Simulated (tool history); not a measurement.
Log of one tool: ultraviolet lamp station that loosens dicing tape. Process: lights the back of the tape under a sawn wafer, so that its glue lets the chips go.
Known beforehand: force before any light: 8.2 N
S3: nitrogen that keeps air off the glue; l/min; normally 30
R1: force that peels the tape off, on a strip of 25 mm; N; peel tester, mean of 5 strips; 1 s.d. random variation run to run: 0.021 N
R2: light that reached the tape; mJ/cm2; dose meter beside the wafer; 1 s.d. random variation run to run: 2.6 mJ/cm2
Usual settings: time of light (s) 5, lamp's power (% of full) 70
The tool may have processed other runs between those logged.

{"run": 1, "hour": 0.0, "time of light (s)": 5, "lamp's power (% of full)": 70, "S3": 30, "R1": 1.568, "R2": 261}
{"run": 2, "hour": 37.9, "time of light (s)": 5, "lamp's power (% of full)": 70, "S3": 30, "R1": 1.598, "R2": 259}
{"run": 3, "hour": 67.9, "time of light (s)": 5, "lamp's power (% of full)": 61, "S3": 30, "R1": 2.044, "R2": 223}
{"run": 4, "hour": 94.0, "time of light (s)": 5, "lamp's power (% of full)": 61, "S3": 30, "R1": 2.068, "R2": 223}
{"run": 5, "hour": 119.3, "time of light (s)": 5, "lamp's power (% of full)": 61, "S3": 30, "R1": 2.07, "R2": 219}
{"run": 6, "hour": 168.0, "time of light (s)": 5, "lamp's power (% of full)": 89, "S3": 30, "R1": 1.147, "R2": 314}
{"run": 7, "hour": 199.2, "time of light (s)": 5, "lamp's power (% of full)": 70, "S3": 30, "R1": 1.701, "R2": 242}
{"hour": 233.4, "done": "lamp changed"}
{"run": 8, "hour": 233.4, "time of light (s)": 5, "lamp's power (% of full)": 70, "S3": 30, "R1": 1.206, "R2": 302}
{"run": 9, "hour": 277.1, "time of light (s)": 5, "lamp's power (% of full)": 98, "S3": 30, "R1": 0.624, "R2": 426}
{"run": 10, "hour": 325.5, "time of light (s)": 5, "lamp's power (% of full)": 98, "S3": 30, "R1": 0.642, "R2": 424}
{"run": 11, "hour": 385.4, "time of light (s)": 5, "lamp's power (% of full)": 70, "S3": 30, "R1": 1.268, "R2": 296}
{"run": 12, "hour": 444.0, "time of light (s)": 5, "lamp's power (% of full)": 70, "S3": 30, "R1": 1.339, "R2": 290}
{"run": 13, "hour": 487.7, "time of light (s)": 5, "lamp's power (% of full)": 70, "S3": 30, "R1": 1.299, "R2": 292}
{"run": 14, "hour": 530.5, "time of light (s)": 10, "lamp's power (% of full)": 62, "S3": 30, "R1": 0.421, "R2": 506}
{"run": 15, "hour": 587.1, "time of light (s)": 7, "lamp's power (% of full)": 64, "S3": 12, "R1": 1.653, "R2": 364}
{"run": 16, "hour": 630.3, "time of light (s)": 4, "lamp's power (% of full)": 78, "S3": 14, "R1": 2.49, "R2": 248}
{"run": 17, "hour": 676.5, "time of light (s)": 4, "lamp's power (% of full)": 78, "S3": 14, "R1": 2.551, "R2": 241}
{"run": 18, "hour": 737.0, "time of light (s)": 4, "lamp's power (% of full)": 68, "S3": 10, "R1": 3.357, "R2": 211}
{"run": 19, "hour": 786.0, "time of light (s)": 2, "lamp's power (% of full)": 70, "S3": 18, "R1": 4.683, "R2": 105}
{"hour": 789.9, "done": "window cleaned of glue's vapour"}
{"run": 20, "hour": 843.8, "time of light (s)": 2, "lamp's power (% of full)": 70, "S3": 18, "R1": 4.134, "R2": 125}
{"run": 21, "hour": 901.1, "time of light (s)": 4, "lamp's power (% of full)": 88, "S3": 50, "R1": 0.86, "R2": 302}
{"run": 22, "hour": 946.4, "time of light (s)": 2, "lamp's power (% of full)": 89, "S3": 17, "R1": 3.799, "R2": 155}
{"run": 23, "hour": 999.6, "time of light (s)": 2, "lamp's power (% of full)": 89, "S3": 17, "R1": 3.812, "R2": 153}
{"run": 24, "hour": 1026.6, "time of light (s)": 3, "lamp's power (% of full)": 94, "S3": 20, "R1": 2.226, "R2": 238}
{"run": 25, "hour": 1064.8, "time of light (s)": 9, "lamp's power (% of full)": 94, "S3": 20, "R1": 0.288, "R2": 702}
{"run": 26, "hour": 1090.6, "time of light (s)": 4, "lamp's power (% of full)": 79, "S3": 24, "R1": 1.792, "R2": 259}

Below are 3 alternative next runs, each starting from the tool's condition after run 26. Predict each:
{"run": "A", "hour": 1140.4, "time of light (s)": 5, "lamp's power (% of full)": 61, "S3": 53, "R1": "?", "R2": "?"}
{"run": "B", "hour": 1140.4, "time of light (s)": 5, "lamp's power (% of full)": 70, "S3": 10, "R1": "?", "R2": "?"}
{"run": "C", "hour": 1140.4, "time of light (s)": 5, "lamp's power (% of full)": 70, "S3": 21, "R1": "?", "R2": "?"}

run=A R1=1.269 R2=251
run=B R1=2.390 R2=285
run=C R1=1.664 R2=284
What these runs would have given with no unlogged condition in the tool:
run=A R1=0.948 R2=293
run=B R1=1.971 R2=333
run=C R1=1.293 R2=332
